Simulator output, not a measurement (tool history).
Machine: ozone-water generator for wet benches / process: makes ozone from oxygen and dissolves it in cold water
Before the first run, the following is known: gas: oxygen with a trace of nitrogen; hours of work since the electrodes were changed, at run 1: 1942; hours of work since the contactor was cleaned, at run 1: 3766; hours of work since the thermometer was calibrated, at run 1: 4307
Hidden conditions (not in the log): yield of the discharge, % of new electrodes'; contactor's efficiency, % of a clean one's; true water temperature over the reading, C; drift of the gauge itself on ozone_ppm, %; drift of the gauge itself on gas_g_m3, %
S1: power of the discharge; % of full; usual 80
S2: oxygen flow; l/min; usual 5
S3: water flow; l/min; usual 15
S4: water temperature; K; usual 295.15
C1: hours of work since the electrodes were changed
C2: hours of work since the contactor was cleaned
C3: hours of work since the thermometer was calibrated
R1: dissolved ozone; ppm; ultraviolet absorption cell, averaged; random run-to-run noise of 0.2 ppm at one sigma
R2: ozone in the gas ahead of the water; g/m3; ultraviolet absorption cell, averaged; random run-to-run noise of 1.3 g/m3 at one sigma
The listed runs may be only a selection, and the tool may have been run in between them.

Run 1, hour 0: usual settings; C1 1942; C2 3766; C3 4307. Result: R1 29.1 ppm, R2 234.5 g/m3.
Run 2, hour 89: usual settings but S3 11 l/min; C1 2012; C2 3836; C3 4377. Result: R1 35.9 ppm, R2 234.9 g/m3.
Run 3, hour 139.7: usual settings but S2 2.51 l/min; C1 2052; C2 3876; C3 4417. Result: R1 28.6 ppm, R2 341.9 g/m3.
Run 4, hour 243.6: usual settings but S2 2.51 l/min; C1 2133; C2 3957; C3 4498. Result: R1 29.2 ppm, R2 338.2 g/m3.
Run 5, hour 317.8: usual settings but S2 2.51 l/min; C1 2191; C2 4015; C3 4556. Result: R1 28.8 ppm, R2 339.7 g/m3.
Run 6, hour 370.5: usual settings but S2 2.51 l/min, S4 291.15 K; C1 2232; C2 4056; C3 4597. Result: R1 30.2 ppm, R2 340.2 g/m3.
Run 7, hour 434.1: usual settings but S2 2.51 l/min, S4 291.15 K; C1 2282; C2 4106; C3 4647. Result: R1 30.3 ppm, R2 340.7 g/m3.
Run 8, hour 519: usual settings but S3 17 l/min; C1 2348; C2 4172; C3 4713. Result: R1 26.1 ppm, R2 234.1 g/m3.
Run 9, hour 621.2: usual settings but S3 17 l/min; C1 2428; C2 4252; C3 4793. Result: R1 26.4 ppm, R2 235.9 g/m3.
Run 10, hour 709.6: usual settings but S2 5.25 l/min, S3 17 l/min; C1 2497; C2 4321; C3 4862. Result: R1 26.1 ppm, R2 229.8 g/m3.
Run 11, hour 815.3: usual settings but S2 5.25 l/min, S3 17 l/min; C1 2580; C2 4404; C3 4945. Result: R1 26.6 ppm, R2 232.3 g/m3.
At hour 877.1: water thermometer calibrated.
Run 12, hour 899: usual settings but S2 5.25 l/min, S3 17 l/min; C1 2645; C2 4469; C3 17. Result: R1 26.6 ppm, R2 228.9 g/m3.
Run 13, hour 953.2: usual settings but S4 298.15 K; C1 2688; C2 4512; C3 60. Result: R1 27.6 ppm, R2 236.2 g/m3.
Run 14, hour 1030.5: usual settings but S4 298.15 K; C1 2748; C2 4572; C3 120. Result: R1 27.6 ppm, R2 236.4 g/m3.
Run 15, hour 1111.4: usual settings but S3 18 l/min; C1 2811; C2 4635; C3 183. Result: R1 25.3 ppm, R2 234.3 g/m3.
Run 16, hour 1181.1: usual settings but S1 94 % of full, S3 18 l/min; C1 2866; C2 4690; C3 238. Result: R1 28.9 ppm, R2 268.3 g/m3.
Run 17, hour 1239.5: usual settings but S1 71 % of full; C1 2912; C2 4735; C3 283. Result: R1 26.4 ppm, R2 214.8 g/m3.
Run 18, hour 1310.1: usual settings but S1 46 % of full, S2 4.5 l/min, S4 298.15 K; C1 2967; C2 4791; C3 339. Result: R1 17.8 ppm, R2 160.3 g/m3.
Run 19, hour 1392.4: usual settings but S1 46 % of full, S2 2.79 l/min, S3 17 l/min; C1 3031; C2 4855; C3 403. Result: R1 16.7 ppm, R2 204.6 g/m3.
Run 20, hour 1475.8: usual settings but S1 98 % of full, S3 14 l/min; C1 3096; C2 4920; C3 468. Result: R1 36.4 ppm, R2 275.3 g/m3.
Run 21, hour 1530.8: usual settings but S1 50 % of full, S2 6.46 l/min, S3 24 l/min, S4 289.15 K; C1 3139; C2 4963; C3 511. Result: R1 14.8 ppm, R2 139.7 g/m3.
Run 22, hour 1619.5: usual settings but S1 91 % of full, S2 3.73 l/min, S4 294.15 K; C1 3209; C2 5033; C3 581. Result: R1 33.3 ppm, R2 304.9 g/m3.
Run 23, hour 1686: usual settings but S1 91 % of full, S2 3.73 l/min, S4 294.15 K; C1 3261; C2 5085; C3 633. Result: R1 33.5 ppm, R2 305.4 g/m3.
Run 24, hour 1756.6: usual settings but S1 84 % of full, S2 3.7 l/min, S4 301.15 K; C1 3316; C2 5140; C3 688. Result: R1 28.1 ppm, R2 289.8 g/m3.
Run 25, hour 1828.7: usual settings but S3 19 l/min, S4 290.15 K; C1 3372; C2 5196; C3 744. Result: R1 26.3 ppm, R2 236 g/m3.
Run 26, hour 1903.7: usual settings but S3 19 l/min, S4 290.15 K; C1 3431; C2 5255; C3 803. Result: R1 26 ppm, R2 237.5 g/m3.
At hour 1925: contactor cleaned.
Run 27, hour 1976.8: usual settings but S1 73 % of full, S2 4.18 l/min, S4 293.15 K; C1 3485; C2 40; C3 857. Result: R1 28.4 ppm, R2 242.6 g/m3.
Run 28, hour 2067.2: usual settings but S4 294.15 K; C1 3556; C2 111; C3 928. Result: R1 29.4 ppm, R2 235.4 g/m3.
Run 29, hour 2125.7: usual settings but S1 48 % of full, S3 17 l/min, S4 294.15 K; C1 3601; C2 157; C3 973. Result: R1 17.9 ppm, R2 156.6 g/m3.
Run 30, hour 2191.5: usual settings but S2 2.72 l/min, S4 297.15 K; C1 3653; C2 208; C3 1025. Result: R1 28.2 ppm, R2 324.6 g/m3.
Run 31, hour 2278.6: usual settings but S1 48 % of full, S2 5.53 l/min, S3 10 l/min, S4 288.15 K; C1 3721; C2 277; C3 1093. Result: R1 28.4 ppm, R2 146.3 g/m3.
Run 32, hour 2380.8: usual settings but S1 48 % of full, S2 5.53 l/min, S3 12 l/min, S4 303.15 K; C1 3801; C2 356; C3 1173. Result: R1 18.5 ppm, R2 146.5 g/m3.
Run 33, hour 2446.3: usual settings but S1 59 % of full, S2 5.53 l/min, S3 18 l/min; C1 3852; C2 408; C3 1224. Result: R1 19.8 ppm, R2 175.7 g/m3.

Alternative continuations, all from the tool just after run 33; predict every row:
Run A, hour 2518.1: usual settings but S2 2.54 l/min, S3 16 l/min, S4 289.15 K; C1 3908; C2 464; C3 1280. Result: R1 ?, R2 ?.
Run B, hour 2518.1: usual settings but S1 53 % of full, S2 5.53 l/min, S3 13 l/min, S4 288.15 K; C1 3908; C2 464; C3 1280. Result: R1 ?, R2 ?.
Run C, hour 2518.1: usual settings but S1 59 % of full, S2 4.54 l/min, S3 18 l/min; C1 3908; C2 464; C3 1280. Result: R1 ?, R2 ?.

run    R1     R2
  A    29    338
  B  25.8  159.2
  C  20.1  193.6
Stripped of hidden state, with their random variation kept, the same runs would have yielded:
run    R1     R2
  A    29  338.2
  B  25.8  159.3
  C  20.1  193.7
